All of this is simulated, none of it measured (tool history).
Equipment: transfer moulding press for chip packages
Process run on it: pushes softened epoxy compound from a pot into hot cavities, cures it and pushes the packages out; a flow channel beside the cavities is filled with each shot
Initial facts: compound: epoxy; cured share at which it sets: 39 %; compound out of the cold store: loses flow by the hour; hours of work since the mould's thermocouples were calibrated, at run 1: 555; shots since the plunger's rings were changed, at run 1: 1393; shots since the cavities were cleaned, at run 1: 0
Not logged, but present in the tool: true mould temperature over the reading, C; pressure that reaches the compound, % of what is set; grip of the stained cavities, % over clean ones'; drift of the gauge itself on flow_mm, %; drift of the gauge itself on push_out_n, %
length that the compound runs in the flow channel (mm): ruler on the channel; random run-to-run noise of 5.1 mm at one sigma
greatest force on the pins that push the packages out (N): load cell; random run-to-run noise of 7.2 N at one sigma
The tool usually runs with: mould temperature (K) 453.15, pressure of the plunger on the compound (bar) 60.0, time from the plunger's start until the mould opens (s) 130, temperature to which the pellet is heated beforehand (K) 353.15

run   hour  mould temperature (K)  pressure of the plunger on the compound (bar)  time from the plunger's start until the mould opens (s)  temperature to which the pellet is heated beforehand (K)  hours of work since the mould's thermocouples were calibrated  shots since the plunger's rings were changed  shots since the cavities were cleaned  incoming compound's hours out of the cold store  length that the compound runs in the flow channel (mm)  greatest force on the pins that push the packages out (N)
  1    0.0                 453.15                                           60.0                                                      130                                                    353.15                                                            555                                          1393                                      0                                             18.0                                                     526                                                        300
  2   10.1                 453.15                                           60.0                                                      130                                                    353.15                                                            563                                          1514                                    121                                             36.2                                                     479                                                        293
  3   23.4                 458.15                                           60.0                                                      130                                                    353.15                                                            573                                          1673                                    280                                             33.7                                                     478                                                        294
  4   42.2                 458.15                                           60.0                                                      130                                                    353.15                                                            588                                          1898                                    505                                             46.8                                                     442                                                        281
  5   51.1                 453.15                                           60.0                                                      130                                                    353.15                                                            594                                          2004                                    611                                             35.8                                                     487                                                        303
      68.9  -- cavities cleaned with cleaning compound and waxed
  6   73.2                 453.15                                           60.0                                                      130                                                    353.15                                                            610                                          2251                                     52                                             33.9                                                     485                                                        303
  7   90.1                 453.15                                           60.0                                                      130                                                    348.15                                                            623                                          2453                                    254                                             40.8                                                     470                                                        307
  8  110.1                 453.15                                           56.9                                                      130                                                    353.15                                                            639                                          2692                                    493                                             14.5                                                     518                                                        308
  9  129.4                 453.15                                           46.5                                                      130                                                    353.15                                                            653                                          2923                                    724                                             45.7                                                     398                                                        300
     138.5  -- cavities cleaned with cleaning compound and waxed
 10  152.0                 449.15                                           60.6                                                      135                                                    358.15                                                            670                                          3176                                    162                                             17.1                                                     547                                                        300
 11  167.5                 449.15                                           60.6                                                      135                                                    358.15                                                            682                                          3360                                    346                                             18.3                                                     549                                                        331
 12  179.5                 449.15                                           60.6                                                      135                                                    358.15                                                            691                                          3504                                    490                                             14.2                                                     568                                                        323
 13  198.0                 460.15                                           58.2                                                      117                                                    347.15                                                            705                                          3725                                    711                                             26.7                                                     489                                                        284
     207.3  -- cavities cleaned with cleaning compound and waxed
 14  215.7                 460.15                                           58.2                                                      117                                                    347.15                                                            718                                          3919                                    100                                             10.2                                                     522                                                        281
 15  236.6                 450.15                                           68.7                                                      113                                                    347.15                                                            734                                          4169                                    350                                             37.2                                                     508                                                        354
 16  246.0                 450.15                                           56.7                                                      154                                                    358.15                                                            741                                          4281                                    462                                              8.9                                                     548                                                        296
 17  262.1                 447.15                                           60.0                                                      130                                                    353.15                                                            753                                          4473                                    654                                             34.4                                                     502                                                        340
     277.5  -- cavities cleaned with cleaning compound and waxed
 18  284.2                 447.15                                           60.0                                                      112                                                    355.15                                                            769                                          4720                                     80                                             39.1                                                     483                                                        404

Consider 3 possible next runs. They are alternatives, not a sequence: every one starts from the tool as it was left by run 18. What does each give?
  A  294.4                 453.15                                           60.0                                                      142                                                    343.15                                                            777                                          4842                                    202                                             10.5                                                       ?                                                          ?
  B  294.4                 451.15                                           60.0                                                      130                                                    353.15                                                            777                                          4842                                    202                                             11.3                                                       ?                                                          ?
  C  294.4                 447.15                                           53.6                                                      112                                                    355.15                                                            777                                          4842                                    202                                              8.8                                                       ?                                                          ?

run  length that the compound runs in the flow channel (mm)  greatest force on the pins that push the packages out (N)
  A                                                     551                                                        300
  B                                                     556                                                        316
  C                                                     532                                                        455
Take away the tool's hidden state, keep each run's random variation, and the runs would have read:
run  length that the compound runs in the flow channel (mm)  greatest force on the pins that push the packages out (N)
  A                                                     552                                                        298
  B                                                     557                                                        314
  C                                                     533                                                        453

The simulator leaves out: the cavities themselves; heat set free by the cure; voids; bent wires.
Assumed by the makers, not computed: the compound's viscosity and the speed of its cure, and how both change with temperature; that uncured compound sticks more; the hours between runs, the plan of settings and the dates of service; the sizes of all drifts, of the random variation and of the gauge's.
